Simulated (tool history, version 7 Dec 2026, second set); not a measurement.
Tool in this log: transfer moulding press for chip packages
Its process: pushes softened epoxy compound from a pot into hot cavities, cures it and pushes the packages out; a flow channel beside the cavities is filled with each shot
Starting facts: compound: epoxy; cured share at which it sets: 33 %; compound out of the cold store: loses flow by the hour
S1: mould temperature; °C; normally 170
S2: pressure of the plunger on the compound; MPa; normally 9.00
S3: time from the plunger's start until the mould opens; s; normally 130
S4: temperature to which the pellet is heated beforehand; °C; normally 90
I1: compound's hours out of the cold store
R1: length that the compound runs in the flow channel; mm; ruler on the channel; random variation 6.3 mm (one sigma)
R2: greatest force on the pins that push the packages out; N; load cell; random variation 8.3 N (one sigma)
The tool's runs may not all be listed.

Run 1, day 0.000: usual settings; I1 45.3. Result: R1 634 mm, R2 459 N.
Run 2, day 0.879: usual settings but S4 85 °C; I1 42.3. Result: R1 637 mm, R2 480 N.
Run 3, day 1.658: usual settings but S4 85 °C; I1 22.9. Result: R1 717 mm, R2 531 N.
Run 4, day 2.358: usual settings but S3 125 s; I1 33.1. Result: R1 675 mm, R2 557 N.
At day 2.942: cavities cleaned with cleaning compound and waxed.
Run 5, day 2.942: usual settings; I1 13.5. Result: R1 755 mm, R2 373 N.
Run 6, day 3.912: usual settings but S1 171 °C; I1 21.4. Result: R1 707 mm, R2 388 N.
Run 7, day 4.788: usual settings but S1 171 °C; I1 19.6. Result: R1 721 mm, R2 448 N.
Run 8, day 5.696: usual settings but S1 175 °C; I1 10.1. Result: R1 751 mm, R2 421 N.
Run 9, day 6.625: usual settings but S1 175 °C; I1 15.9. Result: R1 717 mm, R2 454 N.
Run 10, day 7.792: usual settings but S4 93 °C; I1 44.5. Result: R1 619 mm, R2 492 N.
At day 8.221: cavities cleaned with cleaning compound and waxed.
Run 11, day 8.433: usual settings but S4 93 °C; I1 17.1. Result: R1 718 mm, R2 377 N.
Run 12, day 8.908: usual settings but S4 93 °C; I1 33.1. Result: R1 659 mm, R2 387 N.
Run 13, day 10.054: usual settings but S4 91 °C; I1 41.3. Result: R1 618 mm, R2 430 N.
Run 14, day 10.679: usual settings but S4 96 °C; I1 21.3. Result: R1 700 mm, R2 481 N.
Run 15, day 11.404: usual settings but S4 96 °C; I1 44.0. Result: R1 601 mm, R2 488 N.
Run 16, day 11.912: usual settings but S4 96 °C; I1 20.1. Result: R1 700 mm, R2 499 N.
Run 17, day 13.000: usual settings but S2 6.97 MPa, S3 161 s, S4 96 °C; I1 11.4. Result: R1 633 mm, R2 445 N.
At day 13.554: cavities cleaned with cleaning compound and waxed.
Run 18, day 14.029: usual settings but S2 9.25 MPa, S3 161 s, S4 96 °C; I1 15.0. Result: R1 723 mm, R2 311 N.
Run 19, day 14.633: usual settings but S1 176 °C, S3 113 s; I1 30.3. Result: R1 641 mm, R2 371 N.
Run 20, day 15.404: usual settings but S1 178 °C, S2 9.97 MPa, S3 113 s; I1 29.3. Result: R1 660 mm, R2 390 N.
Run 21, day 16.517: usual settings but S1 178 °C, S2 9.97 MPa, S3 113 s; I1 13.3. Result: R1 717 mm, R2 422 N.
Run 22, day 17.250: usual settings but S1 168 °C, S2 10.97 MPa, S3 113 s; I1 30.7. Result: R1 708 mm, R2 704 N.
Run 23, day 18.033: usual settings but S1 168 °C, S2 10.97 MPa, S3 123 s, S4 99 °C; I1 17.2. Result: R1 767 mm, R2 616 N.
At day 18.475: mould's thermocouples calibrated.
Run 24, day 18.646: usual settings but S1 176 °C, S2 8.49 MPa, S3 132 s, S4 84 °C; I1 24.6. Result: R1 634 mm, R2 460 N.
At day 18.933: cavities cleaned with cleaning compound and waxed.
Run 25, day 19.496: usual settings but S2 7.05 MPa, S3 125 s, S4 84 °C; I1 21.9. Result: R1 601 mm, R2 439 N.
Run 26, day 20.471: usual settings but S2 7.05 MPa, S3 124 s, S4 84 °C; I1 29.8. Result: R1 565 mm, R2 485 N.
Run 27, day 21.433: usual settings but S2 7.15 MPa, S3 116 s, S4 95 °C; I1 21.1. Result: R1 600 mm, R2 600 N.
Run 28, day 21.975: usual settings but S2 6.84 MPa, S3 116 s, S4 98 °C; I1 45.8. Result: R1 495 mm, R2 597 N.

What if the next run were any one of these 4? Each begins from the tool's condition after run 28:
Run A, day 22.825: usual settings but S2 8.74 MPa, S3 116 s, S4 98 °C; I1 26.1. Result: R1 ?, R2 ?.
Run B, day 22.825: usual settings but S4 93 °C; I1 46.7. Result: R1 ?, R2 ?.
Run C, day 22.825: usual settings but S1 176 °C, S2 6.84 MPa, S3 146 s, S4 81 °C; I1 23.2. Result: R1 ?, R2 ?.
Run D, day 22.825: usual settings but S3 140 s; I1 46.9. Result: R1 ?, R2 ?.

run   R1   R2
  A  631  660
  B  571  503
  C  565  428
  D  567  471
Had the tool no hidden state, the same runs would have come out as:
run   R1   R2
  A  695  457
  B  628  347
  C  622  291
  D  624  327
